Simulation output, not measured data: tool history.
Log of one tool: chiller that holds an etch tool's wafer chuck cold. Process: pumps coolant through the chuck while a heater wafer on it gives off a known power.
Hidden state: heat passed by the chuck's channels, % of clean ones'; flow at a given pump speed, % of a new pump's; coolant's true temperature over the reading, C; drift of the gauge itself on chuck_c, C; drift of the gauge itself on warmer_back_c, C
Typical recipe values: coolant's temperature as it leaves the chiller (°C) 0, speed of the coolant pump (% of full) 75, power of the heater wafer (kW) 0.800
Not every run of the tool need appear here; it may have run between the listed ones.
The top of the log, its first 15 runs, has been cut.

run   hour  coolant's temperature as it leaves the chiller (°C)  speed of the coolant pump (% of full)  power of the heater wafer (kW)  hours since the coolant was changed and the channels were flushed  hours since the pump was overhauled  hours since the chiller's thermometer was calibrated  chuck's temperature once it has settled (°C)  how much warmer the coolant comes back (C)
 16  345.5                                                    8                                     75                           0.800                                                               4682                                 1192                                                  2033                                         14.05                                        3.09
 17  367.9                                                    0                                     75                           0.550                                                               4705                                 1214                                                  2056                                          4.02                                        2.13
 18  384.0                                                    0                                     75                           0.550                                                               4721                                 1231                                                  2072                                          4.02                                        2.12
 19  403.0                                                   -3                                     66                           0.405                                                               4740                                 1250                                                  2091                                          0.26                                        1.78
 20  420.2                                                    7                                     75                           0.565                                                               4757                                 1267                                                  2108                                         11.22                                        2.17
 21  443.2                                                   -6                                     75                           0.728                                                               4780                                 1290                                                  2131                                         -0.56                                        2.77
 22  465.6                                                    0                                     68                           0.689                                                               4803                                 1312                                                  2153                                          5.65                                        2.91
 23  494.8                                                   -4                                     63                           0.668                                                               4832                                 1341                                                  2182                                          1.75                                        3.08
 24  520.3                                                   -9                                     99                           0.800                                                               4857                                 1367                                                  2208                                         -4.04                                        2.30
 25  542.2                                                   -9                                     99                           0.800                                                               4879                                 1389                                                  2230                                         -4.26                                        2.35
 26  561.6                                                   -9                                     99                           0.800                                                               4899                                 1408                                                  2249                                         -4.17                                        2.37
 27  579.4                                                   -9                                     99                           0.800                                                               4916                                 1426                                                  2267                                         -4.19                                        2.33
 28  593.5                                                   -9                                     67                           0.800                                                               4931                                 1440                                                  2281                                         -2.45                                        3.41
 29  609.3                                                    0                                     69                           1.065                                                               4946                                 1456                                                  2297                                          8.59                                        4.46
 30  622.9                                                   -5                                     67                           0.800                                                               4960                                 1469                                                  2311                                          1.52                                        3.42
 31  643.6                                                   -5                                     67                           0.800                                                               4981                                 1490                                                  2331                                          1.58                                        3.43
 32  672.5                                                   -3                                     77                           0.559                                                               5009                                 1519                                                  2360                                          1.07                                        2.10

What if the next run were any one of these 3? Each begins from the tool's condition after run 32:
  A  691.9                                                   -2                                     77                           0.559                                                               5029                                 1538                                                  2380                                             ?                                           ?
  B  691.9                                                    0                                     67                           0.800                                                               5029                                 1538                                                  2380                                             ?                                           ?
  C  691.9                                                    4                                     71                           0.559                                                               5029                                 1538                                                  2380                                             ?                                           ?

run  chuck's temperature once it has settled (°C)  how much warmer the coolant comes back (C)
  A                                          2.06                                        2.07
  B                                          6.68                                        3.43
  C                                          8.42                                        2.29
Take away the tool's hidden state, keep each run's random variation, and the runs would have read:
run  chuck's temperature once it has settled (°C)  how much warmer the coolant comes back (C)
  A                                          1.79                                        2.01
  B                                          6.24                                        3.33
  C                                          8.13                                        2.23
